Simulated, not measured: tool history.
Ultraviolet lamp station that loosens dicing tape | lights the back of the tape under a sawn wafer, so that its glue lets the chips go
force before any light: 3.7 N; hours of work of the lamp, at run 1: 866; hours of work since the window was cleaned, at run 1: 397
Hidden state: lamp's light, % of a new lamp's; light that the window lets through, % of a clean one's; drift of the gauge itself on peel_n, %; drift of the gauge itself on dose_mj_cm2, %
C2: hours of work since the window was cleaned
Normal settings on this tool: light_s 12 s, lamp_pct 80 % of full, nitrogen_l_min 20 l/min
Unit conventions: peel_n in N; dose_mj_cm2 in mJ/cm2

run 1 hour=0.0 | light_s=12 lamp_pct=80 nitrogen_l_min=20 | hours_of_work_of_the_lamp=866 C2=397 | peel_n=0.455 dose_mj_cm2=389
run 2 hour=49.0 | light_s=12 lamp_pct=80 nitrogen_l_min=38 | hours_of_work_of_the_lamp=898 C2=430 | peel_n=0.315 dose_mj_cm2=387
-- hour=79.0 window cleaned of glue's vapour
run 3 hour=96.1 | light_s=12 lamp_pct=80 nitrogen_l_min=38 | hours_of_work_of_the_lamp=929 C2=11 | peel_n=0.308 dose_mj_cm2=390
-- hour=136.5 lamp changed
run 4 hour=154.0 | light_s=12 lamp_pct=80 nitrogen_l_min=38 | hours_of_work_of_the_lamp=12 C2=49 | peel_n=0.325 dose_mj_cm2=389
run 5 hour=205.7 | light_s=12 lamp_pct=80 nitrogen_l_min=10 | hours_of_work_of_the_lamp=46 C2=83 | peel_n=0.721 dose_mj_cm2=391
run 6 hour=253.0 | light_s=12 lamp_pct=80 nitrogen_l_min=10 | hours_of_work_of_the_lamp=77 C2=115 | peel_n=0.717 dose_mj_cm2=391
run 7 hour=312.6 | light_s=12 lamp_pct=80 nitrogen_l_min=10 | hours_of_work_of_the_lamp=117 C2=154 | peel_n=0.721 dose_mj_cm2=387
run 8 hour=348.8 | light_s=12 lamp_pct=80 nitrogen_l_min=8 | hours_of_work_of_the_lamp=141 C2=178 | peel_n=0.821 dose_mj_cm2=392
run 9 hour=380.0 | light_s=12 lamp_pct=80 nitrogen_l_min=8 | hours_of_work_of_the_lamp=161 C2=199 | peel_n=0.827 dose_mj_cm2=389
run 10 hour=427.6 | light_s=12 lamp_pct=80 nitrogen_l_min=8 | hours_of_work_of_the_lamp=193 C2=230 | peel_n=0.818 dose_mj_cm2=386
run 11 hour=465.2 | light_s=16 lamp_pct=80 nitrogen_l_min=8 | hours_of_work_of_the_lamp=218 C2=255 | peel_n=0.544 dose_mj_cm2=519

Consider 5 possible next runs. They are alternatives, not a sequence: every one starts from the tool as it was left by run 11. What does each give?
run A hour=507.8 | light_s=6 lamp_pct=65 nitrogen_l_min=17 | hours_of_work_of_the_lamp=246 C2=284 | peel_n=? dose_mj_cm2=?
run B hour=507.8 | light_s=17 lamp_pct=94 nitrogen_l_min=25 | hours_of_work_of_the_lamp=246 C2=284 | peel_n=? dose_mj_cm2=?
run C hour=507.8 | light_s=20 lamp_pct=80 nitrogen_l_min=20 | hours_of_work_of_the_lamp=246 C2=284 | peel_n=? dose_mj_cm2=?
run D hour=507.8 | light_s=12 lamp_pct=80 nitrogen_l_min=13 | hours_of_work_of_the_lamp=246 C2=284 | peel_n=? dose_mj_cm2=?
run E hour=507.8 | light_s=23 lamp_pct=73 nitrogen_l_min=28 | hours_of_work_of_the_lamp=246 C2=284 | peel_n=? dose_mj_cm2=?

run=A peel_n=1.585 dose_mj_cm2=161
run=B peel_n=0.192 dose_mj_cm2=648
run=C peel_n=0.200 dose_mj_cm2=643
run=D peel_n=0.630 dose_mj_cm2=388
run=E peel_n=0.170 dose_mj_cm2=684
Had the tool no hidden state, the same runs would have come out as:
run=A peel_n=1.584 dose_mj_cm2=161
run=B peel_n=0.192 dose_mj_cm2=648
run=C peel_n=0.200 dose_mj_cm2=644
run=D peel_n=0.629 dose_mj_cm2=388
run=E peel_n=0.170 dose_mj_cm2=684

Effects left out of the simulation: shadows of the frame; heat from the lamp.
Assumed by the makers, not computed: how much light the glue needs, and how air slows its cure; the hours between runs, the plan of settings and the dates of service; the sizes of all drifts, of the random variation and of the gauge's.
